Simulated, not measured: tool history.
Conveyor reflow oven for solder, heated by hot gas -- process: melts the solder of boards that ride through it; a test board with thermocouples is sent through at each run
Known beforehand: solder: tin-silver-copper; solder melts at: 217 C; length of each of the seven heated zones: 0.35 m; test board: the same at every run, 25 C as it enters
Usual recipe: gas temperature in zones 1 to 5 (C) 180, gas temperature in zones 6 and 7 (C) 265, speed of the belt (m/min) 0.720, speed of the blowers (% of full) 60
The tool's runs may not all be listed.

| run | hour | gas temperature in zones 1 to 5 (C) | gas temperature in zones 6 and 7 (C) | speed of the belt (m/min) | speed of the blowers (% of full) | highest temperature of the board (C) | time above the solder's melting point (s) |
|---|---|---|---|---|---|---|---|
| 1 | 0.0 | 180 | 265 | 0.720 | 60 | 247.9 | 43.7 |
| 2 | 23.3 | 180 | 265 | 0.720 | 60 | 247.6 | 43.4 |
| 3 | 47.1 | 180 | 265 | 0.720 | 60 | 248.0 | 43.6 |
| 4 | 90.7 | 180 | 265 | 0.720 | 60 | 246.8 | 43.5 |
| 5 | 126.1 | 180 | 265 | 0.720 | 60 | 247.6 | 43.2 |
| 6 | 148.5 | 180 | 265 | 0.720 | 60 | 247.2 | 43.0 |
| 7 | 184.9 | 168 | 265 | 0.720 | 60 | 245.5 | 38.1 |
| 8 | 207.4 | 180 | 265 | 0.720 | 60 | 246.8 | 42.8 |
| 9 | 254.2 | 180 | 265 | 0.720 | 60 | 245.9 | 42.6 |
| 10 | 286.5 | 180 | 265 | 0.720 | 60 | 246.2 | 42.8 |
| 11 | 306.1 | 180 | 265 | 0.720 | 60 | 246.4 | 42.7 |
| 12 | 335.1 | 180 | 265 | 0.720 | 60 | 246.3 | 42.5 |
|  | 345.9 | thermocouples of zones 6 and 7 changed |
| 13 | 373.0 | 180 | 265 | 0.720 | 60 | 250.9 | 45.2 |
| 14 | 398.0 | 180 | 265 | 0.720 | 60 | 250.5 | 45.2 |
| 15 | 443.1 | 180 | 265 | 0.720 | 60 | 250.6 | 45.1 |
| 16 | 486.5 | 186 | 265 | 0.801 | 60 | 248.2 | 40.5 |
| 17 | 527.4 | 186 | 265 | 0.854 | 60 | 245.9 | 36.0 |
|  | 571.1 | flux residue cleaned out of gas plates and filters |
| 18 | 571.1 | 186 | 265 | 0.854 | 60 | 247.6 | 37.5 |
| 19 | 603.4 | 183 | 277 | 0.819 | 51 | 256.1 | 42.0 |
| 20 | 632.1 | 183 | 277 | 0.819 | 51 | 255.8 | 41.9 |
| 21 | 675.1 | 191 | 269 | 0.720 | 60 | 256.6 | 51.7 |
| 22 | 702.8 | 191 | 269 | 0.720 | 60 | 256.5 | 52.1 |
| 23 | 737.5 | 191 | 269 | 0.720 | 60 | 256.3 | 51.5 |
| 24 | 779.7 | 191 | 269 | 0.720 | 60 | 256.0 | 52.1 |
| 25 | 825.8 | 174 | 279 | 0.648 | 51 | 262.5 | 54.9 |
| 26 | 855.1 | 190 | 272 | 0.648 | 51 | 258.7 | 58.7 |
| 27 | 886.8 | 172 | 256 | 0.776 | 65 | 240.0 | 32.7 |
| 28 | 907.7 | 172 | 256 | 0.711 | 65 | 242.2 | 38.9 |
| 29 | 953.9 | 192 | 256 | 0.711 | 77 | 246.3 | 49.2 |
| 30 | 998.7 | 192 | 256 | 0.711 | 77 | 246.8 | 49.2 |

Below are 4 alternative next runs, each starting from the tool's condition after run 30. Predict each:
| A | 1032.2 | 192 | 256 | 0.711 | 61 | ? | ? |
| B | 1032.2 | 192 | 262 | 0.594 | 76 | ? | ? |
| C | 1032.2 | 192 | 277 | 0.752 | 80 | ? | ? |
| D | 1032.2 | 182 | 256 | 0.822 | 53 | ? | ? |

| run | highest temperature of the board (C) | time above the solder's melting point (s) |
|---|---|---|
| A | 243.3 | 46.8 |
| B | 254.6 | 64.4 |
| C | 264.2 | 53.6 |
| D | 236.2 | 29.4 |
Without the tool's hidden state the same runs would have given:
| run | highest temperature of the board (C) | time above the solder's melting point (s) |
|---|---|---|
| A | 246.1 | 47.9 |
| B | 257.5 | 64.6 |
| C | 267.5 | 53.6 |
| D | 239.1 | 31.5 |
